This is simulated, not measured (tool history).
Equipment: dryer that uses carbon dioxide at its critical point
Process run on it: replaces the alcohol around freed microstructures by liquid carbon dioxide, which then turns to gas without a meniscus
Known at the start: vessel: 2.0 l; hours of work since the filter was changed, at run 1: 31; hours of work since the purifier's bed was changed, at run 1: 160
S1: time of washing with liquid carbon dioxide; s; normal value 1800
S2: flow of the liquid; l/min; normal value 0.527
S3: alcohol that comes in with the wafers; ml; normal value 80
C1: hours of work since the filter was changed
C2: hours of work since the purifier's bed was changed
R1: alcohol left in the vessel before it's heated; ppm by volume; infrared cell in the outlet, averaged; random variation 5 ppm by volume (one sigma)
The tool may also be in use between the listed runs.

run 1 hour=0.0 | S1=1800 S2=0.527 S3=80 | C1=31 C2=160 | R1=74
run 2 hour=11.3 | S1=1620 S2=0.527 S3=80 | C1=35 C2=164 | R1=102
run 3 hour=21.4 | S1=1620 S2=0.527 S3=80 | C1=39 C2=167 | R1=94
run 4 hour=37.4 | S1=1620 S2=0.527 S3=80 | C1=44 C2=172 | R1=94
run 5 hour=49.5 | S1=1620 S2=0.527 S3=80 | C1=48 C2=177 | R1=108
run 6 hour=62.5 | S1=1800 S2=0.424 S3=80 | C1=52 C2=181 | R1=162
run 7 hour=73.4 | S1=1800 S2=0.527 S3=31 | C1=56 C2=184 | R1=70
run 8 hour=82.9 | S1=1800 S2=0.527 S3=31 | C1=59 C2=188 | R1=84
run 9 hour=93.8 | S1=1800 S2=0.527 S3=31 | C1=63 C2=191 | R1=93
run 10 hour=103.7 | S1=1800 S2=0.527 S3=35 | C1=66 C2=194 | R1=72
run 11 hour=117.1 | S1=1800 S2=0.527 S3=35 | C1=70 C2=199 | R1=75
run 12 hour=125.7 | S1=1800 S2=0.339 S3=80 | C1=73 C2=202 | R1=417
run 13 hour=136.8 | S1=1800 S2=0.339 S3=21 | C1=77 C2=206 | R1=170
run 14 hour=150.2 | S1=1620 S2=0.527 S3=80 | C1=81 C2=210 | R1=104
run 15 hour=159.8 | S1=1620 S2=0.527 S3=80 | C1=85 C2=213 | R1=129
run 16 hour=168.0 | S1=1800 S2=0.527 S3=21 | C1=87 C2=216 | R1=70
run 17 hour=176.6 | S1=1800 S2=0.527 S3=108 | C1=90 C2=219 | R1=102
run 18 hour=189.8 | S1=1080 S2=0.393 S3=108 | C1=95 C2=223 | R1=2022
run 19 hour=205.5 | S1=1200 S2=0.464 S3=29 | C1=100 C2=228 | R1=253
run 20 hour=212.0 | S1=1200 S2=0.855 S3=39 | C1=102 C2=230 | R1=86
run 21 hour=224.1 | S1=1260 S2=0.717 S3=37 | C1=106 C2=235 | R1=89
run 22 hour=239.7 | S1=1260 S2=0.717 S3=37 | C1=111 C2=240 | R1=100
run 23 hour=253.3 | S1=1260 S2=0.331 S3=45 | C1=116 C2=244 | R1=958
run 24 hour=262.1 | S1=2280 S2=0.866 S3=33 | C1=119 C2=247 | R1=90
run 25 hour=274.3 | S1=1800 S2=0.467 S3=22 | C1=123 C2=251 | R1=104
run 26 hour=282.0 | S1=1800 S2=0.467 S3=22 | C1=125 C2=254 | R1=103
run 27 hour=289.8 | S1=1440 S2=0.527 S3=63 | C1=128 C2=256 | R1=175
run 28 hour=297.7 | S1=1440 S2=0.437 S3=63 | C1=130 C2=259 | R1=325
run 29 hour=308.2 | S1=1320 S2=0.459 S3=80 | C1=134 C2=262 | R1=432
run 30 hour=319.8 | S1=1320 S2=0.459 S3=80 | C1=138 C2=266 | R1=425
run 31 hour=334.9 | S1=1740 S2=0.454 S3=80 | C1=143 C2=271 | R1=170
run 32 hour=347.2 | S1=1740 S2=0.454 S3=25 | C1=147 C2=275 | R1=120
run 33 hour=355.5 | S1=1680 S2=0.494 S3=80 | C1=150 C2=278 | R1=165

3 ways to go on from here, each from the tool as it stands after run 33. What would each give?
run A hour=366.1 | S1=1680 S2=0.567 S3=45 | C1=153 C2=282 | R1=?
run B hour=366.1 | S1=2700 S2=0.527 S3=103 | C1=153 C2=282 | R1=?
run C hour=366.1 | S1=1140 S2=0.509 S3=108 | C1=153 C2=282 | R1=?

run=A R1=111
run=B R1=97
run=C R1=664
With no hidden state in the tool, these same runs would have given:
run=A R1=12
run=B R1=4
run=C R1=481
